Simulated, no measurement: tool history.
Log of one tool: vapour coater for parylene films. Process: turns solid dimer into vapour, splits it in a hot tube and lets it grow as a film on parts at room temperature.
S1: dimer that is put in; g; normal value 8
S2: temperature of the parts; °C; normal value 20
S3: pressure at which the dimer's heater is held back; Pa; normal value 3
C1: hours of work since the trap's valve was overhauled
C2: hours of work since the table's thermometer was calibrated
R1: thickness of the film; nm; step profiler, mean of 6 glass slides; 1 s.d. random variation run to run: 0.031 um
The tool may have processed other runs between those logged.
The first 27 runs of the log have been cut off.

Run 28, hour 603.4: usual settings but S2 31 °C; C1 649; C2 742. Result: R1 1780 nm.
Run 29, hour 631.5: usual settings but S2 31 °C; C1 667; C2 760. Result: R1 1780 nm.
At hour 648.9: trap's valve overhauled.
Run 30, hour 651.8: usual settings but S2 31 °C; C1 2; C2 770. Result: R1 1800 nm.
Run 31, hour 673.9: usual settings but S1 6 g, S2 13 °C, S3 3.88 Pa; C1 15; C2 783. Result: R1 2690 nm.
Run 32, hour 696.5: usual settings but S1 3 g, S2 26 °C; C1 29; C2 797. Result: R1 850 nm.
Run 33, hour 719.2: usual settings but S1 3 g, S2 14 °C, S3 4.94 Pa; C1 43; C2 811. Result: R1 1350 nm.
Run 34, hour 739.3: usual settings but S2 15 °C; C1 56; C2 824. Result: R1 3600 nm.
Run 35, hour 763.7: usual settings but S2 15 °C; C1 71; C2 839. Result: R1 3560 nm.
Run 36, hour 794.6: usual settings but S2 15 °C; C1 90; C2 858. Result: R1 3590 nm.
Run 37, hour 812.9: usual settings but S1 11 g, S2 15 °C, S3 4.23 Pa; C1 101; C2 869. Result: R1 4810 nm.
Run 38, hour 829.6: usual settings but S1 11 g, S2 15 °C, S3 4.23 Pa; C1 111; C2 879. Result: R1 4910 nm.
Run 39, hour 845.9: usual settings but S1 11 g, S2 15 °C, S3 4.23 Pa; C1 121; C2 889. Result: R1 4890 nm.
Run 40, hour 876.7: usual settings but S1 11 g, S2 22 °C, S3 3.38 Pa; C1 140; C2 908. Result: R1 3740 nm.
Run 41, hour 901.6: usual settings but S1 6 g, S2 15 °C, S3 5.93 Pa; C1 156; C2 924. Result: R1 2690 nm.
Run 42, hour 919.6: usual settings but S1 5 g, S2 12 °C, S3 10.34 Pa; C1 167; C2 935. Result: R1 2210 nm.
Run 43, hour 942: usual settings but S1 5 g, S2 12 °C, S3 10.34 Pa; C1 181; C2 949. Result: R1 2230 nm.
Run 44, hour 963.2: usual settings but S1 4 g, S2 31 °C, S3 3.08 Pa; C1 194; C2 962. Result: R1 850 nm.
Run 45, hour 994: usual settings but S1 4 g, S2 31 °C, S3 3.08 Pa; C1 213; C2 981. Result: R1 880 nm.
Run 46, hour 1007.9: usual settings but S1 3 g, S2 21 °C, S3 9.44 Pa; C1 221; C2 989. Result: R1 970 nm.
Run 47, hour 1029.8: usual settings but S1 3 g, S2 21 °C, S3 9.44 Pa; C1 235; C2 1003. Result: R1 940 nm.

Alternative continuations, all from the tool just after run 47; predict every row:
Run A, hour 1046.3: usual settings but S1 3 g, S2 21 °C, S3 9.76 Pa; C1 245; C2 1013. Result: R1 ?.
Run B, hour 1046.3: usual settings but S2 16 °C; C1 245; C2 1013. Result: R1 ?.
Run C, hour 1046.3: usual settings but S1 3 g, S2 23 °C, S3 2.19 Pa; C1 245; C2 1013. Result: R1 ?.

run    R1
  A  1010
  B  3530
  C  1010
With the hidden condition removed and each run's random variation left untouched, the same runs would have given:
run    R1
  A  1010
  B  3540
  C  1010

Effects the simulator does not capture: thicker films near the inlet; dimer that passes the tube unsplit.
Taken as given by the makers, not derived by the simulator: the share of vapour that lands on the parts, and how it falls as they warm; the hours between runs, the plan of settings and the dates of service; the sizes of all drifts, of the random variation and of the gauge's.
